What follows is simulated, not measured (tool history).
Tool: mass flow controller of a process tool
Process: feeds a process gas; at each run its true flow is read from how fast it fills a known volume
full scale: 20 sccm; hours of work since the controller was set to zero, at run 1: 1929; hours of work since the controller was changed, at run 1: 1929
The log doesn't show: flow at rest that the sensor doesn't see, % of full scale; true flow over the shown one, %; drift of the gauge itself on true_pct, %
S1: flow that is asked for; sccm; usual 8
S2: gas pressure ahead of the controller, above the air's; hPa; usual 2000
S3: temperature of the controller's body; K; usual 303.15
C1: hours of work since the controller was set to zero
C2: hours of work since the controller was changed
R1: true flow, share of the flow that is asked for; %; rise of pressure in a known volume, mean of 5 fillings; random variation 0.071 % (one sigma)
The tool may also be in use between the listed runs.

run      day  S1    S2      S3    C1    C2      R1
  1    0.000   8  2000  303.15  1929  1929   99.74
  2   13.250   8  2000  303.15  2026  2026   99.87
  3   28.729   8  2000  303.15  2139  2139   99.90
  4   38.750   8  1470  303.15  2212  2212  100.11
  5   51.175   8  1470  303.15  2303  2303  100.21
  6   65.971   8  1470  303.15  2412  2412  100.26
  7   78.954   8  1470  303.15  2507  2507  100.14
  8   86.200   8  1470  303.15  2560  2560  100.21
  9   99.133   8  2790  303.15  2654  2654   99.60
 10  111.121   8  2790  303.15  2742  2742   99.62
 11  124.838   5  2000  303.15  2842  2842   99.75
 12  135.162   5  2000  303.15  2918  2918  100.00
 13  145.892   3  2000  303.15  2996  2996   99.78
 14  159.821   3  2000  303.15  3098  3098   99.79
 15  174.621   3  1460  303.15  3206  3206   99.98
 16  185.700  12  2000  303.15  3287  3287  100.03
 17  196.112   8  2000  303.15  3363  3363  100.07
 18  209.817   8  2000  303.15  3464  3464   99.87
 19  219.471   8  2000  303.15  3534  3534  100.01
 20  230.496   8  2000  297.15  3615  3615   99.69
 21  241.679   4  1750  293.15  3697  3697   99.21
 22  249.588   4  1750  306.15  3755  3755  100.07
 23  265.342   5  2000  310.15  3870  3870  100.27
 24  279.646   3  2000  304.15  3974  3974   99.83
 25  287.321   7  2270  304.15  4031  4031   99.76
 26  300.054   5  1620  304.15  4124  4124  100.10
 27  313.033   5  1620  304.15  4219  4219  100.21
 28  322.592   8  2790  303.15  4289  4289   99.69
 29  338.904  20  2730  303.15  4408  4408   99.99
 30  354.517  20  2730  303.15  4522  4522   99.93
 31  369.012  20  2730  303.15  4628  4628  100.13
 32  384.292   7  2730  303.15  4740  4740   99.58
 33  393.000   3  2000  303.15  4804  4804   99.69
 34  406.783   3  2760  297.15  4904  4904   99.19
 35  414.308   9  2000  307.15  4959  4959  100.22
 36  423.854   8  1970  293.15  5029  5029   99.29
 37  441.458   8  1970  293.15  5158  5158   99.32
     449.042  -- controller's zero set anew
 38  451.938   8  1970  293.15    21  5234   99.33

5 ways to go on from here, each from the tool as it stands after run 38. What would each give?
  A  464.017   8  2280  305.15  110  5323   ?
  B  464.017  14  2000  308.15  110  5323   ?
  C  464.017  10  1420  293.15  110  5323   ?
  D  464.017  12  2000  293.15  110  5323   ?
  E  464.017   4  2000  303.15  110  5323   ?

run      R1
  A  100.01
  B  100.67
  C   99.67
  D   99.48
  E   99.87
Without the tool's hidden state the same runs would have given:
run      R1
  A  100.00
  B  100.65
  C   99.66
  D   99.46
  E   99.86

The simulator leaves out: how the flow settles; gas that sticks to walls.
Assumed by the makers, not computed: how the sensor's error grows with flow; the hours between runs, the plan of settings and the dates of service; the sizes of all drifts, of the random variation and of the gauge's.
